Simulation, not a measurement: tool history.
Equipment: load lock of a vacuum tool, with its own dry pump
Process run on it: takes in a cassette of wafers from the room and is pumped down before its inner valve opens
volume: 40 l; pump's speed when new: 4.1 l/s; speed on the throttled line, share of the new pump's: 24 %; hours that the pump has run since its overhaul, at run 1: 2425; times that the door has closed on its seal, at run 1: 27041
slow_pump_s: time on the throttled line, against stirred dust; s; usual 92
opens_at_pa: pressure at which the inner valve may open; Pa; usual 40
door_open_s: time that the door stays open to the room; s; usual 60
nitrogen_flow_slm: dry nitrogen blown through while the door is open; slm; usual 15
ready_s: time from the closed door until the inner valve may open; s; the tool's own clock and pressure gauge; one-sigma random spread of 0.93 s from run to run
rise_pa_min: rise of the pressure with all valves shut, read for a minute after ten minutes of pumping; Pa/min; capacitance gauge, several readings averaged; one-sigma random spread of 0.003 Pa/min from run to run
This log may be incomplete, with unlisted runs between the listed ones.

run,hour,slow_pump_s,opens_at_pa,door_open_s,nitrogen_flow_slm,hours that the pump has run since its overhaul,times that the door has closed on its seal,"incoming humidity of the room's air, %",ready_s,rise_pa_min
1,0.0,92,40,60,15,2425,27041,42.5,149.0,0.146
2,163.7,92,40,60,11,2589,27788,49.0,149.0,0.165
3,331.2,92,40,60,11,2756,28552,45.0,148.7,0.164
4,443.3,92,40,60,11,2868,29063,48.2,147.9,0.168
5,574.6,92,40,60,11,2999,29662,43.7,147.7,0.160
6,758.6,92,40,60,11,3183,30502,45.9,149.8,0.181
7,849.1,151,40,60,11,3274,30914,46.5,193.1,0.173
8,931.1,77,40,60,11,3356,31289,46.8,138.2,0.181
9,1031.8,51,40,60,15,3457,31748,45.3,119.6,0.165
10,1177.0,51,40,60,15,3602,32410,47.1,119.9,0.178
11,1301.3,92,40,60,15,3726,32977,46.5,149.6,0.177
12,1425.4,92,40,60,15,3850,33543,44.4,149.0,0.176
13,1558.8,92,40,60,15,3984,34152,44.4,150.0,0.178
14,1637.1,92,40,60,15,4062,34509,48.7,150.8,0.187
15,1738.8,92,40,60,15,4164,34973,44.0,150.9,0.191
16,1903.8,92,40,60,15,4329,35726,43.7,149.9,0.196
17,2088.9,92,40,60,15,4514,36570,45.2,150.2,0.201
18,2223.3,92,40,60,15,4648,37183,46.6,149.7,0.207
19,2362.0,47,40,60,15,4787,37816,47.5,116.3,0.203
20,2478.6,47,40,60,15,4903,38348,44.0,117.7,0.212
21,2615.8,92,40,62,15,5041,38974,45.4,150.5,0.211
22,2777.9,137,40,62,34,5203,39713,46.4,183.1,0.202
23,2931.2,163,40,45,38,5356,40413,43.8,202.2,0.198
24,3071.3,163,40,45,38,5496,41052,47.0,204.0,0.206
25,3228.1,75,64,130,36,5653,41767,43.9,134.3,0.226
# hour 3244.0: door's seal changed, seat wiped
26,3330.2,92,33,144,34,5754,394,45.5,151.9,0.050
27,3413.6,57,33,144,34,5837,774,45.3,126.9,0.052
28,3507.1,121,40,60,15,5930,1201,45.8,172.0,0.058

Expected results for the next run?
29,3632.3,117,40,85,15,6056,1772,46.2,?,?

ready_s: 169.1 s
rise_pa_min: 0.072 Pa/min
If the tool had no hidden condition, the same run with the same run-to-run variation would have returned ready_s 164.7 s, rise_pa_min 0.068 Pa/min.
